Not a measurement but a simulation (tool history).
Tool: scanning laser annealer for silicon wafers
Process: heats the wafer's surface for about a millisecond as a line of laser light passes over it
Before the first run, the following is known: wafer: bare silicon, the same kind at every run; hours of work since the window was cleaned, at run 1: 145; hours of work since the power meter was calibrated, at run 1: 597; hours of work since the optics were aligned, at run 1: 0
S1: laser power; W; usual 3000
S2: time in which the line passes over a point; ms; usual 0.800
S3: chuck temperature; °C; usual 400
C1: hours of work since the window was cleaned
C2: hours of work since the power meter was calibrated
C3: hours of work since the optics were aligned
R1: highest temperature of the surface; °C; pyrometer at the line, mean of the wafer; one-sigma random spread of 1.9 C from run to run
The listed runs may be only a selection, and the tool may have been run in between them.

run 1 hour=0.0 | S1=3000 S2=0.800 S3=400 | C1=145 C2=597 C3=0 | R1=1205
run 2 hour=30.6 | S1=3000 S2=0.800 S3=400 | C1=166 C2=618 C3=21 | R1=1207
run 3 hour=66.9 | S1=3000 S2=0.800 S3=399 | C1=191 C2=642 C3=45 | R1=1206
run 4 hour=83.4 | S1=3000 S2=0.800 S3=399 | C1=202 C2=653 C3=57 | R1=1202
run 5 hour=101.2 | S1=3000 S2=0.803 S3=399 | C1=214 C2=666 C3=69 | R1=1203
run 6 hour=128.5 | S1=3000 S2=0.800 S3=400 | C1=233 C2=684 C3=87 | R1=1203
run 7 hour=146.6 | S1=3000 S2=0.800 S3=411 | C1=245 C2=696 C3=100 | R1=1215
run 8 hour=176.5 | S1=3000 S2=0.800 S3=411 | C1=265 C2=717 C3=120 | R1=1212
run 9 hour=204.6 | S1=3000 S2=0.800 S3=400 | C1=284 C2=736 C3=139 | R1=1199
run 10 hour=237.0 | S1=3000 S2=0.800 S3=400 | C1=306 C2=758 C3=161 | R1=1197
run 11 hour=257.6 | S1=3000 S2=0.646 S3=400 | C1=320 C2=772 C3=175 | R1=1119
run 12 hour=276.4 | S1=3000 S2=0.646 S3=400 | C1=333 C2=785 C3=188 | R1=1121
run 13 hour=302.4 | S1=3000 S2=0.646 S3=400 | C1=351 C2=802 C3=206 | R1=1119
run 14 hour=339.5 | S1=3000 S2=0.646 S3=400 | C1=376 C2=827 C3=231 | R1=1119
run 15 hour=360.3 | S1=3000 S2=0.679 S3=400 | C1=390 C2=842 C3=245 | R1=1140
-- hour=365.8 window over the wafer cleaned
run 16 hour=387.7 | S1=3000 S2=0.679 S3=400 | C1=15 C2=859 C3=262 | R1=1130
run 17 hour=405.9 | S1=3000 S2=0.800 S3=400 | C1=27 C2=871 C3=275 | R1=1184
run 18 hour=432.1 | S1=3000 S2=0.800 S3=400 | C1=45 C2=889 C3=292 | R1=1184
run 19 hour=461.8 | S1=2793 S2=0.800 S3=400 | C1=65 C2=909 C3=312 | R1=1132
run 20 hour=479.9 | S1=2793 S2=0.800 S3=400 | C1=78 C2=922 C3=325 | R1=1134
run 21 hour=497.3 | S1=2681 S2=0.762 S3=400 | C1=89 C2=933 C3=337 | R1=1086
run 22 hour=515.8 | S1=3298 S2=0.762 S3=400 | C1=102 C2=946 C3=349 | R1=1234
run 23 hour=535.8 | S1=2604 S2=0.701 S3=415 | C1=116 C2=959 C3=363 | R1=1060
run 24 hour=569.8 | S1=2645 S2=0.662 S3=366 | C1=139 C2=983 C3=386 | R1=1001
-- hour=574.0 window over the wafer cleaned, once more
run 25 hour=591.0 | S1=3000 S2=0.800 S3=409 | C1=12 C2=996 C3=399 | R1=1219
run 26 hour=610.7 | S1=2676 S2=0.752 S3=401 | C1=25 C2=1009 C3=412 | R1=1115
run 27 hour=629.9 | S1=2676 S2=0.752 S3=401 | C1=38 C2=1022 C3=425 | R1=1108
run 28 hour=660.2 | S1=3000 S2=0.564 S3=436 | C1=59 C2=1043 C3=446 | R1=1119
run 29 hour=679.8 | S1=2724 S2=0.583 S3=384 | C1=72 C2=1056 C3=459 | R1=1024
run 30 hour=708.2 | S1=2724 S2=0.733 S3=384 | C1=91 C2=1075 C3=479 | R1=1093
run 31 hour=725.5 | S1=2878 S2=0.781 S3=388 | C1=103 C2=1087 C3=490 | R1=1155
run 32 hour=762.9 | S1=2878 S2=0.781 S3=388 | C1=128 C2=1113 C3=516 | R1=1152
run 33 hour=789.8 | S1=2878 S2=0.648 S3=409 | C1=147 C2=1131 C3=534 | R1=1110
run 34 hour=824.2 | S1=2915 S2=0.714 S3=362 | C1=170 C2=1154 C3=557 | R1=1106

Predict each of these 5 candidate next runs independently; none follows another, all start after run 34:
run A hour=845.8 | S1=3047 S2=0.714 S3=385 | C1=185 C2=1169 C3=572 | R1=?
run B hour=845.8 | S1=2906 S2=0.943 S3=412 | C1=185 C2=1169 C3=572 | R1=?
run C hour=845.8 | S1=3264 S2=0.800 S3=404 | C1=185 C2=1169 C3=572 | R1=?
run D hour=845.8 | S1=3000 S2=0.590 S3=400 | C1=185 C2=1169 C3=572 | R1=?
run E hour=845.8 | S1=2909 S2=0.851 S3=400 | C1=185 C2=1169 C3=572 | R1=?

run=A R1=1159
run=B R1=1254
run=C R1=1276
run=D R1=1099
run=E R1=1204
Had the tool no hidden state, the same runs would have come out as:
run=A R1=1176
run=B R1=1272
run=C R1=1295
run=D R1=1114
run=E R1=1222

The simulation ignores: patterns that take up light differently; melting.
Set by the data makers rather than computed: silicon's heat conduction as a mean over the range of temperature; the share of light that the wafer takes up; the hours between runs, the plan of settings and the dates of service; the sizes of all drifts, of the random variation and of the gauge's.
